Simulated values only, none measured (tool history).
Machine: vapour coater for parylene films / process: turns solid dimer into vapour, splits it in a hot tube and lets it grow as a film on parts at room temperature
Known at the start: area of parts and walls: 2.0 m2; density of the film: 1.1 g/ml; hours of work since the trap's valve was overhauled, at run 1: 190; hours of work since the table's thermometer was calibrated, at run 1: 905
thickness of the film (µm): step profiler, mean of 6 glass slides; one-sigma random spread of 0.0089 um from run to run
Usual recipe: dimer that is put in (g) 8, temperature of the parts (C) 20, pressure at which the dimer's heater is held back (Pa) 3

run	hour	dimer that is put in (g)	temperature of the parts (C)	pressure at which the dimer's heater is held back (Pa)	hours of work since the trap's valve was overhauled	hours of work since the table's thermometer was calibrated	thickness of the film (µm)
1	0	8	20	3	190	905	3.161
2	40.8	8	23	3	212	926	2.745
3	68.7	8	20	4.78	227	941	2.907
4	111.6	8	20	4.78	250	964	2.901
5	150.1	8	20	4.78	271	985	2.889
6	183.5	8	20	4.78	289	1003	2.902
7	204.8	8	16	4.78	300	1014	3.449
8	246.9	8	20	3	323	1037	3.125
9	270.4	8	20	3	335	1050	3.122
10	288.9	8	20	3	345	1060	3.105
11	330.5	8	21	3	367	1082	2.971
12	366.1	8	21	3	387	1101	2.946
13	391.4	8	21	3	400	1115	2.945
# hour 404.3: gauge calibrated
14	417.1	8	20	3	414	1128	3.155
15	438.1	8	20	3	425	1140	3.14
16	468	8	20	3	441	1156	3.143
17	506.8	5	20	3	462	1177	1.963
18	549.1	5	20	3	485	1199	1.953
19	585.9	5	20	3	504	1219	1.953
20	606.5	5	20	3	516	1230	1.955
21	625.1	5	20	3	526	1240	1.943
22	651.7	3	30	3	540	1254	0.742
23	688.1	9	30	3	559	1274	2.235
24	727.6	9	24	3	581	1295	2.919
25	767.2	9	24	3	602	1316	2.911
# hour 799.8: gauge calibrated
26	807	9	17	7.95	623	1338	3.467
27	829.6	9	17	7.95	635	1350	3.453
28	866.4	8	19	4.19	655	1370	3.117
29	885.5	8	19	4.19	665	1380	3.119
# hour 893.3: table's thermometer calibrated
30	918.9	8	19	4.19	683	14	3.092
# hour 937.7: trap's valve overhauled
31	954	8	19	4.19	9	30	3.101
32	987.9	5	13	5.14	27	49	2.212
33	1030.6	5	13	5.14	50	72	2.213
34	1064.8	4	14	4.84	68	90	1.771
35	1089.8	4	14	4.84	82	103	1.758
36	1120.2	4	14	4.84	98	120	1.748
37	1160.6	4	14	4.84	120	141	1.74
38	1199.2	3	20	6.1	140	162	1.031
39	1218.9	3	20	6.1	151	173	1.028
40	1240.6	5	21	7.84	163	184	1.559
41	1265.9	8	20	3	176	198	3.073
42	1302.7	4	20	3	196	218	1.537

Results for each run, recomputed without the tool's hidden state and with each run's random variation untouched:
The tool's hidden condition here consists of: vapour lost through the trap's worn valve, %; true temperature of the parts over the reading, C; drift of the gauge itself on film_um, %.
run	thickness of the film (µm)
1	3.158
2	2.749
3	2.915
4	2.916
5	2.91
6	2.927
7	3.483
8	3.163
9	3.164
10	3.15
11	3.02
12	3.001
13	3.004
14	3.156
15	3.144
16	3.152
17	1.972
18	1.967
19	1.971
20	1.975
21	1.965
22	0.751
23	2.268
24	2.967
25	2.965
26	3.468
27	3.457
28	3.128
29	3.133
30	3.116
31	3.124
32	2.234
33	2.24
34	1.795
35	1.784
36	1.777
37	1.773
38	1.052
39	1.05
40	1.595
41	3.147
42	1.577

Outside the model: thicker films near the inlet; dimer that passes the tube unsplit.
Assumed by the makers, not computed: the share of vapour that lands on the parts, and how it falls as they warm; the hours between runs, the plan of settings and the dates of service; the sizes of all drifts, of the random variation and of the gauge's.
